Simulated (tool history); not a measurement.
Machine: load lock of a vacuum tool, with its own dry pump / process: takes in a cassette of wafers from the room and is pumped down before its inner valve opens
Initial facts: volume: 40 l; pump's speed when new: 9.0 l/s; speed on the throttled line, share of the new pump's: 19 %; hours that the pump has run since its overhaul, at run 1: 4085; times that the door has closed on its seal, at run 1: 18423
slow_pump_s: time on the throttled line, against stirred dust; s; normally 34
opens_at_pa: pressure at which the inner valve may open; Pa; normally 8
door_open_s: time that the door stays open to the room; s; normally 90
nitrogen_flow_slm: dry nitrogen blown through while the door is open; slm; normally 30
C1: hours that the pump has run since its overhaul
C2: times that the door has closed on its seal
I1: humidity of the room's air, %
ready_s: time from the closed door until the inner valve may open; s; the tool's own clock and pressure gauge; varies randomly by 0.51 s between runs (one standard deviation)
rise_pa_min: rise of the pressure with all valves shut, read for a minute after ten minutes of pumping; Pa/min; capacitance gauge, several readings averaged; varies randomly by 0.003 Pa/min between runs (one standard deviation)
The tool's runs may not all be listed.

{"run": 1, "hour": 0.0, "slow_pump_s": 34, "opens_at_pa": 8, "door_open_s": 90, "nitrogen_flow_slm": 30, "C1": 4085, "C2": 18423, "I1": 44.4, "ready_s": 72.1, "rise_pa_min": 0.271}
{"run": 2, "hour": 57.2, "slow_pump_s": 34, "opens_at_pa": 8, "door_open_s": 90, "nitrogen_flow_slm": 30, "C1": 4143, "C2": 18516, "I1": 49.9, "ready_s": 72.4, "rise_pa_min": 0.271}
{"run": 3, "hour": 138.3, "slow_pump_s": 34, "opens_at_pa": 8, "door_open_s": 90, "nitrogen_flow_slm": 30, "C1": 4224, "C2": 18649, "I1": 43.9, "ready_s": 72.2, "rise_pa_min": 0.263}
{"run": 4, "hour": 217.5, "slow_pump_s": 34, "opens_at_pa": 8, "door_open_s": 90, "nitrogen_flow_slm": 30, "C1": 4303, "C2": 18778, "I1": 46.1, "ready_s": 73.8, "rise_pa_min": 0.27}
{"run": 5, "hour": 331.8, "slow_pump_s": 34, "opens_at_pa": 8, "door_open_s": 90, "nitrogen_flow_slm": 30, "C1": 4417, "C2": 18965, "I1": 44.5, "ready_s": 73.4, "rise_pa_min": 0.27}
{"run": 6, "hour": 437.2, "slow_pump_s": 34, "opens_at_pa": 8, "door_open_s": 171, "nitrogen_flow_slm": 30, "C1": 4523, "C2": 19137, "I1": 42.8, "ready_s": 73.4, "rise_pa_min": 0.285}
{"run": 7, "hour": 502.9, "slow_pump_s": 34, "opens_at_pa": 8, "door_open_s": 171, "nitrogen_flow_slm": 30, "C1": 4588, "C2": 19244, "I1": 42.1, "ready_s": 73.9, "rise_pa_min": 0.288}
{"run": 8, "hour": 594.8, "slow_pump_s": 34, "opens_at_pa": 8, "door_open_s": 171, "nitrogen_flow_slm": 30, "C1": 4680, "C2": 19395, "I1": 43.5, "ready_s": 73, "rise_pa_min": 0.298}
{"run": 9, "hour": 718.9, "slow_pump_s": 34, "opens_at_pa": 8, "door_open_s": 171, "nitrogen_flow_slm": 30, "C1": 4804, "C2": 19597, "I1": 44.1, "ready_s": 73.8, "rise_pa_min": 0.298}
{"run": 10, "hour": 792.6, "slow_pump_s": 34, "opens_at_pa": 8, "door_open_s": 171, "nitrogen_flow_slm": 30, "C1": 4878, "C2": 19718, "I1": 49.7, "ready_s": 74.1, "rise_pa_min": 0.305}
{"run": 11, "hour": 907.1, "slow_pump_s": 34, "opens_at_pa": 8, "door_open_s": 90, "nitrogen_flow_slm": 30, "C1": 4993, "C2": 19905, "I1": 43.7, "ready_s": 73.5, "rise_pa_min": 0.292}
{"run": 12, "hour": 1008.1, "slow_pump_s": 34, "opens_at_pa": 8, "door_open_s": 90, "nitrogen_flow_slm": 30, "C1": 5094, "C2": 20070, "I1": 45.2, "ready_s": 73, "rise_pa_min": 0.3}
{"run": 13, "hour": 1118.4, "slow_pump_s": 34, "opens_at_pa": 8, "door_open_s": 90, "nitrogen_flow_slm": 30, "C1": 5204, "C2": 20250, "I1": 45.8, "ready_s": 73.2, "rise_pa_min": 0.307}
{"run": 14, "hour": 1232.8, "slow_pump_s": 34, "opens_at_pa": 8, "door_open_s": 90, "nitrogen_flow_slm": 21, "C1": 5318, "C2": 20437, "I1": 44.6, "ready_s": 74.4, "rise_pa_min": 0.309}
{"run": 15, "hour": 1326.0, "slow_pump_s": 34, "opens_at_pa": 8, "door_open_s": 90, "nitrogen_flow_slm": 30, "C1": 5411, "C2": 20589, "I1": 46.7, "ready_s": 74.3, "rise_pa_min": 0.315}
{"run": 16, "hour": 1424.8, "slow_pump_s": 34, "opens_at_pa": 8, "door_open_s": 90, "nitrogen_flow_slm": 30, "C1": 5510, "C2": 20750, "I1": 43.6, "ready_s": 73.7, "rise_pa_min": 0.311}
{"run": 17, "hour": 1485.4, "slow_pump_s": 38, "opens_at_pa": 8, "door_open_s": 90, "nitrogen_flow_slm": 30, "C1": 5571, "C2": 20849, "I1": 42, "ready_s": 78.3, "rise_pa_min": 0.312}
{"run": 18, "hour": 1572.5, "slow_pump_s": 43, "opens_at_pa": 8, "door_open_s": 90, "nitrogen_flow_slm": 25, "C1": 5658, "C2": 20991, "I1": 47.3, "ready_s": 81.8, "rise_pa_min": 0.322}
{"run": 19, "hour": 1666.9, "slow_pump_s": 37, "opens_at_pa": 14, "door_open_s": 186, "nitrogen_flow_slm": 30, "C1": 5752, "C2": 21145, "I1": 44.3, "ready_s": 74.6, "rise_pa_min": 0.331}
{"run": 20, "hour": 1734.7, "slow_pump_s": 20, "opens_at_pa": 8, "door_open_s": 186, "nitrogen_flow_slm": 30, "C1": 5820, "C2": 21256, "I1": 45.1, "ready_s": 63.5, "rise_pa_min": 0.336}
{"run": 21, "hour": 1822.7, "slow_pump_s": 65, "opens_at_pa": 8, "door_open_s": 39, "nitrogen_flow_slm": 30, "C1": 5908, "C2": 21400, "I1": 44.6, "ready_s": 98.4, "rise_pa_min": 0.321}
{"run": 22, "hour": 1943.5, "slow_pump_s": 65, "opens_at_pa": 8, "door_open_s": 39, "nitrogen_flow_slm": 30, "C1": 6029, "C2": 21597, "I1": 46.3, "ready_s": 99.5, "rise_pa_min": 0.328}
{"run": 23, "hour": 2049.5, "slow_pump_s": 65, "opens_at_pa": 8, "door_open_s": 39, "nitrogen_flow_slm": 30, "C1": 6135, "C2": 21770, "I1": 41.5, "ready_s": 98.5, "rise_pa_min": 0.323}
{"run": 24, "hour": 2139.7, "slow_pump_s": 65, "opens_at_pa": 9, "door_open_s": 26, "nitrogen_flow_slm": 30, "C1": 6225, "C2": 21918, "I1": 44.4, "ready_s": 98, "rise_pa_min": 0.324}
{"run": 25, "hour": 2244.2, "slow_pump_s": 65, "opens_at_pa": 9, "door_open_s": 26, "nitrogen_flow_slm": 30, "C1": 6330, "C2": 22088, "I1": 44.9, "ready_s": 98.5, "rise_pa_min": 0.32}
{"run": 26, "hour": 2326.5, "slow_pump_s": 65, "opens_at_pa": 9, "door_open_s": 59, "nitrogen_flow_slm": 16, "C1": 6412, "C2": 22223, "I1": 47.5, "ready_s": 98.4, "rise_pa_min": 0.354}
{"run": 27, "hour": 2438.5, "slow_pump_s": 34, "opens_at_pa": 8, "door_open_s": 65, "nitrogen_flow_slm": 30, "C1": 6524, "C2": 22406, "I1": 42.9, "ready_s": 74.8, "rise_pa_min": 0.354}
{"run": 28, "hour": 2531.2, "slow_pump_s": 34, "opens_at_pa": 8, "door_open_s": 90, "nitrogen_flow_slm": 4, "C1": 6617, "C2": 22557, "I1": 43.4, "ready_s": 75.6, "rise_pa_min": 0.388}

Alternative continuations, all from the tool just after run 28; predict every row:
{"run": "A", "hour": 2617.5, "slow_pump_s": 34, "opens_at_pa": 12, "door_open_s": 90, "nitrogen_flow_slm": 33, "C1": 6703, "C2": 22698, "I1": 44, "ready_s": "?", "rise_pa_min": "?"}
{"run": "B", "hour": 2617.5, "slow_pump_s": 34, "opens_at_pa": 7, "door_open_s": 42, "nitrogen_flow_slm": 6, "C1": 6703, "C2": 22698, "I1": 44.8, "ready_s": "?", "rise_pa_min": "?"}
{"run": "C", "hour": 2617.5, "slow_pump_s": 18, "opens_at_pa": 11, "door_open_s": 90, "nitrogen_flow_slm": 30, "C1": 6703, "C2": 22698, "I1": 45, "ready_s": "?", "rise_pa_min": "?"}
{"run": "D", "hour": 2617.5, "slow_pump_s": 44, "opens_at_pa": 8, "door_open_s": 127, "nitrogen_flow_slm": 4, "C1": 6703, "C2": 22698, "I1": 42.5, "ready_s": "?", "rise_pa_min": "?"}

run=A ready_s=74.3 rise_pa_min=0.361
run=B ready_s=75.8 rise_pa_min=0.37
run=C ready_s=61.2 rise_pa_min=0.358
run=D ready_s=84 rise_pa_min=0.411
Without the tool's hidden state the same runs would have given:
run=A ready_s=69.5 rise_pa_min=0.04
run=B ready_s=70.6 rise_pa_min=0.055
run=C ready_s=55.9 rise_pa_min=0.044
run=D ready_s=79.2 rise_pa_min=0.093
